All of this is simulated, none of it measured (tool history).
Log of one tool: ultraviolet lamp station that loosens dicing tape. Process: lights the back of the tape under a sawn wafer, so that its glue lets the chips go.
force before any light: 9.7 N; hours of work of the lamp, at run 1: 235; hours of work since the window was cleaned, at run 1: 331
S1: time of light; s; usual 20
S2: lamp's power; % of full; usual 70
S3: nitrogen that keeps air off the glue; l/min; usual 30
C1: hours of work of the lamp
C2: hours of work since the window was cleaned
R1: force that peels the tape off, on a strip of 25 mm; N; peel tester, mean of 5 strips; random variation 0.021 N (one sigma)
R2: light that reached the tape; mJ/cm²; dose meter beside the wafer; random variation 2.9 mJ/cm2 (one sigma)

run	hour	S1	S2	S3	C1	C2	R1	R2
1	0	20	70	30	235	331	1.245	380
2	14	20	70	30	242	338	1.229	380
3	21	20	70	30	246	341	1.194	381
4	29.4	20	71	30	250	346	1.207	389
5	40.9	20	71	30	256	351	1.269	385
6	53.1	20	71	30	262	357	1.261	387
7	62.4	20	71	30	266	362	1.167	381
# hour 64: window cleaned of glue's vapour
8	69.9	20	65	15	270	3	1.827	347
9	77.2	20	65	15	274	7	1.889	347
10	87.1	20	65	15	279	12	1.87	349
11	95.8	20	70	44	283	16	1.119	372
12	103.1	20	70	44	287	20	1.09	377
13	110.9	20	66	15	290	23	1.81	351
14	122.4	11	71	15	296	29	3.524	208

Forecast each of these 4 alternatives for the next run:
# hour 127.5: window cleaned of glue's vapour, once more
A	129.4	11	74	15	299	1	?	?
# hour 127.5: window cleaned of glue's vapour, once more
B	129.4	35	71	29	299	1	?	?
# hour 127.5: window cleaned of glue's vapour, once more
C	129.4	29	70	41	299	1	?	?
# hour 127.5: window cleaned of glue's vapour, once more
D	129.4	32	70	16	299	1	?	?

run	R1	R2
A	3.237	220
B	0.328	677
C	0.469	550
D	0.566	614
Without the tool's hidden state the same runs would have given:
run	R1	R2
A	2.942	240
B	0.269	738
C	0.381	601
D	0.461	670
